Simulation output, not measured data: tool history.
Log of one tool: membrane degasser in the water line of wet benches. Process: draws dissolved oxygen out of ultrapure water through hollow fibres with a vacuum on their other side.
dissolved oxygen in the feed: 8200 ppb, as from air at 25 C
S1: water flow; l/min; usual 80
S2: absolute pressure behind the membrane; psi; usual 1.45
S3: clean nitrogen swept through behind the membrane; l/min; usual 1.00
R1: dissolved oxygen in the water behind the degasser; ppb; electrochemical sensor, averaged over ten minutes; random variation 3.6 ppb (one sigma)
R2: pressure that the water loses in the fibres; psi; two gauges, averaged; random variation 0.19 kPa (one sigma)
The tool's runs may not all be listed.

Run 1, hour 0.0: usual settings. Result: R1 896.5 ppb, R2 5.768 psi.
Run 2, hour 171.7: usual settings. Result: R1 902.7 ppb, R2 5.733 psi.
At hour 204.7: seals of the vacuum lines changed.
Run 3, hour 253.6: usual settings. Result: R1 906.3 ppb, R2 5.713 psi.
Run 4, hour 445.3: usual settings. Result: R1 906.2 ppb, R2 5.738 psi.
Run 5, hour 556.0: usual settings but S3 0.79 l/min. Result: R1 1045.4 ppb, R2 5.768 psi.
Run 6, hour 673.0: usual settings. Result: R1 908.1 ppb, R2 5.704 psi.
Run 7, hour 778.1: usual settings. Result: R1 907.8 ppb, R2 5.765 psi.
Run 8, hour 919.8: usual settings but S2 1.44 psi. Result: R1 897.4 ppb, R2 5.729 psi.
Run 9, hour 1036.9: usual settings but S3 0.52 l/min. Result: R1 1298.8 ppb, R2 5.707 psi.
Run 10, hour 1191.9: usual settings but S2 1.22 psi. Result: R1 730.2 ppb, R2 5.778 psi.
Run 11, hour 1345.1: usual settings. Result: R1 923.5 ppb, R2 5.762 psi.
Run 12, hour 1499.0: usual settings. Result: R1 920.5 ppb, R2 5.788 psi.
Run 13, hour 1684.8: usual settings. Result: R1 919.5 ppb, R2 5.777 psi.
Run 14, hour 1821.7: usual settings but S3 2.19 l/min. Result: R1 547.6 ppb, R2 5.764 psi.
Run 15, hour 1898.9: usual settings but S1 71 l/min, S3 2.19 l/min. Result: R1 492.1 ppb, R2 5.133 psi.
Run 16, hour 2041.4: usual settings but S3 0.40 l/min. Result: R1 1496.3 ppb, R2 5.832 psi.
At hour 2049.8: vacuum gauge calibrated.
Run 17, hour 2182.8: usual settings but S2 1.49 psi, S3 0.77 l/min. Result: R1 1132.0 ppb, R2 5.828 psi.
Run 18, hour 2315.1: usual settings but S2 1.49 psi, S3 0.77 l/min. Result: R1 1132.7 ppb, R2 5.809 psi.
Run 19, hour 2442.7: usual settings but S1 101 l/min, S2 1.90 psi. Result: R1 1482.3 ppb, R2 7.398 psi.
Run 20, hour 2552.2: usual settings but S1 102 l/min. Result: R1 1120.1 ppb, R2 7.361 psi.
Run 21, hour 2657.0: usual settings but S1 102 l/min. Result: R1 1115.6 ppb, R2 7.416 psi.
Run 22, hour 2831.9: usual settings but S1 119 l/min, S2 3.16 psi, S3 0.83 l/min. Result: R1 2910.5 ppb, R2 8.651 psi.
At hour 2954.2: vacuum gauge calibrated, once more.
Run 23, hour 3020.1: usual settings but S1 119 l/min, S2 3.16 psi, S3 0.83 l/min. Result: R1 2842.0 ppb, R2 8.673 psi.
Run 24, hour 3153.9: usual settings but S3 2.69 l/min. Result: R1 457.1 ppb, R2 5.852 psi.
Run 25, hour 3342.5: usual settings but S1 68 l/min, S3 1.50 l/min. Result: R1 596.8 ppb, R2 4.998 psi.
Run 26, hour 3513.0: usual settings but S1 105 l/min, S2 1.93 psi, S3 1.05 l/min. Result: R1 1450.9 ppb, R2 7.651 psi.
Run 27, hour 3596.1: usual settings but S3 0.54 l/min. Result: R1 1240.7 ppb, R2 5.886 psi.
Run 28, hour 3732.7: usual settings but S1 88 l/min, S2 1.22 psi, S3 0.58 l/min. Result: R1 1011.7 ppb, R2 6.406 psi.
Run 29, hour 3920.1: usual settings but S1 77 l/min, S2 2.89 psi. Result: R1 1868.1 ppb, R2 5.646 psi.
Run 30, hour 4083.9: usual settings but S3 1.79 l/min. Result: R1 617.7 ppb, R2 5.890 psi.
Run 31, hour 4267.0: usual settings but S3 2.03 l/min. Result: R1 563.0 ppb, R2 5.913 psi.

Forecast each of these 5 alternatives for the next run:
Run A, hour 4348.3: usual settings but S2 3.09 psi. Result: R1 ?, R2 ?.
Run B, hour 4348.3: usual settings but S1 55 l/min, S2 1.19 psi, S3 0.75 l/min. Result: R1 ?, R2 ?.
Run C, hour 4348.3: usual settings but S3 1.67 l/min. Result: R1 ?, R2 ?.
Run D, hour 4348.3: usual settings but S1 55 l/min, S2 2.49 psi, S3 0.74 l/min. Result: R1 ?, R2 ?.
Run E, hour 4348.3: usual settings but S1 65 l/min. Result: R1 ?, R2 ?.

run      R1     R2
  A  2029.8  5.903
  B   621.6  4.016
  C   645.6  5.865
  D  1548.5  4.055
  E   768.2  4.762
Without the tool's hidden state the same runs would have given:
run      R1     R2
  A  2015.4  5.612
  B   607.0  3.816
  C   626.8  5.574
  D  1537.8  3.855
  E   752.5  4.525
